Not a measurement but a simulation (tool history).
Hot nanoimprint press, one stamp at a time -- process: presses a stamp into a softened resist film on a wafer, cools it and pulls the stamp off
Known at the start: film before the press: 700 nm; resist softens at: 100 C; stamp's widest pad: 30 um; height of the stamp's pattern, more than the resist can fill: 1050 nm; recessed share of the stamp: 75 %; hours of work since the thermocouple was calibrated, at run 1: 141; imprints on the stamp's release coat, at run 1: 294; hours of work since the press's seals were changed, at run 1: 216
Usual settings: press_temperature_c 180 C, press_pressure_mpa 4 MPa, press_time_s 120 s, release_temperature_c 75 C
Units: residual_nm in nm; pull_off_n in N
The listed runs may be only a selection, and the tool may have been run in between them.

run	hour	press_temperature_c	press_pressure_mpa	press_time_s	release_temperature_c	hours of work since the thermocouple was calibrated	imprints on the stamp's release coat	hours of work since the press's seals were changed	residual_nm	pull_off_n
1	0	180	4	120	75	141	294	216	349.9	212
2	6.5	187	4	120	75	145	308	220	258.4	210
3	13.8	187	4	120	75	149	325	224	259.2	217
4	26.8	180	5.81	120	75	157	354	232	301.6	216
5	41.6	180	4	120	75	166	387	241	351.6	214
6	55.8	180	4	120	75	174	419	249	354.1	215
7	62.9	180	4	139	75	179	435	253	331.6	216
8	78.5	180	4	139	75	188	470	263	333.1	214
9	90.5	180	4	139	75	195	497	270	331.7	226
10	100.4	180	4	139	75	201	519	276	332.7	221
11	109	180	4	139	75	206	538	281	337.9	222
12	122.6	180	4	139	75	214	569	289	334.2	221
# hour 126.7: plate thermocouple calibrated
13	140.8	180	4	139	75	8	603	298	347.3	232
14	156.2	180	4	139	75	18	638	307	349.1	232
15	169.4	180	4	120	75	25	667	315	369.2	231
16	178.5	176	2.81	120	61	31	688	320	480	322
17	191.7	179	4	120	80	39	717	328	384.3	204

Run 18 has not been measured yet. What should we expect?
18	200.1	179	5.66	120	80	44	736	333	?	?

residual_nm: 335.9 nm
pull_off_n: 204 N
Without the tool's hidden state the same run would have given residual_nm 304.3 nm, pull_off_n 169 N.
